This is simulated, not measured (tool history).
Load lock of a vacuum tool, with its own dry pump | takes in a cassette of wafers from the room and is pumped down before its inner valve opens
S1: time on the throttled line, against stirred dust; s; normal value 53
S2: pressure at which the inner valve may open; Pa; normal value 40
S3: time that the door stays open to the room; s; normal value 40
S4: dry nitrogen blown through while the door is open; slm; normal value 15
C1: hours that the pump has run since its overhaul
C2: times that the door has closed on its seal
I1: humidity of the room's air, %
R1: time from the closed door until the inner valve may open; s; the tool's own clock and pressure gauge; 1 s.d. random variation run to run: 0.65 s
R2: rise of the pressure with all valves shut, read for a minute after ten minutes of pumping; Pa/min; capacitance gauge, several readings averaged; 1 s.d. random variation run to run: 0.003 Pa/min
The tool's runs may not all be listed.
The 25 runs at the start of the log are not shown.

Run 26, hour 2061.1: usual settings but S1 41 s, S3 54 s, S4 11 slm; C1 5736; C2 8005; I1 41.7. Result: R1 88.6 s, R2 0.110 Pa/min.
Run 27, hour 2163.8: usual settings but S1 41 s, S3 54 s, S4 11 slm; C1 5839; C2 8369; I1 44.6. Result: R1 89.3 s, R2 0.121 Pa/min.
Run 28, hour 2266.0: usual settings but S1 41 s, S3 54 s, S4 11 slm; C1 5941; C2 8732; I1 45.3. Result: R1 90.2 s, R2 0.128 Pa/min.
Run 29, hour 2373.9: usual settings but S1 41 s, S3 54 s, S4 11 slm; C1 6049; C2 9114; I1 46.0. Result: R1 89.1 s, R2 0.138 Pa/min.
Run 30, hour 2482.5: usual settings but S1 41 s, S3 192 s, S4 6 slm; C1 6158; C2 9499; I1 46.1. Result: R1 90.0 s, R2 0.234 Pa/min.
Run 31, hour 2579.6: usual settings but S1 34 s, S2 42 Pa, S3 192 s, S4 6 slm; C1 6255; C2 9844; I1 41.3. Result: R1 83.6 s, R2 0.230 Pa/min.
Run 32, hour 2654.9: usual settings but S1 34 s, S2 42 Pa, S3 192 s, S4 6 slm; C1 6330; C2 10111; I1 42.8. Result: R1 84.0 s, R2 0.229 Pa/min.
Run 33, hour 2757.4: usual settings but S1 35 s, S2 48 Pa, S3 144 s; C1 6433; C2 10474; I1 42.7. Result: R1 83.8 s, R2 0.199 Pa/min.
Run 34, hour 2835.3: usual settings but S1 35 s, S2 48 Pa, S3 55 s; C1 6511; C2 10751; I1 43.8. Result: R1 84.0 s, R2 0.163 Pa/min.
Run 35, hour 2950.8: usual settings but S1 62 s, S2 34 Pa, S3 41 s, S4 4 slm; C1 6626; C2 11161; I1 46.7. Result: R1 107.5 s, R2 0.165 Pa/min.
Run 36, hour 3001.4: usual settings but S1 62 s, S2 34 Pa, S3 41 s, S4 21 slm; C1 6677; C2 11340; I1 45.8. Result: R1 109.9 s, R2 0.157 Pa/min.
Run 37, hour 3062.0: usual settings but S1 62 s, S2 34 Pa, S3 41 s, S4 12 slm; C1 6737; C2 11555; I1 45.4. Result: R1 109.6 s, R2 0.165 Pa/min.

Predict each of these 3 candidate next runs independently; none follows another, all start after run 37:
Run A, hour 3114.2: usual settings but S1 62 s, S2 34 Pa, S3 41 s, S4 17 slm; C1 6789; C2 11740; I1 43.8. Result: R1 ?, R2 ?.
Run B, hour 3114.2: usual settings but S1 62 s, S2 34 Pa, S3 169 s, S4 12 slm; C1 6789; C2 11740; I1 44.8. Result: R1 ?, R2 ?.
Run C, hour 3114.2: usual settings but S1 78 s, S2 34 Pa, S3 41 s, S4 14 slm; C1 6789; C2 11740; I1 47.7. Result: R1 ?, R2 ?.

run     R1     R2
  A  109.8  0.164
  B  107.2  0.242
  C  122.3  0.168
With the hidden condition removed and each run's random variation left untouched, the same runs would have given:
run     R1     R2
  A  105.9  0.032
  B  103.4  0.108
  C  118.7  0.037
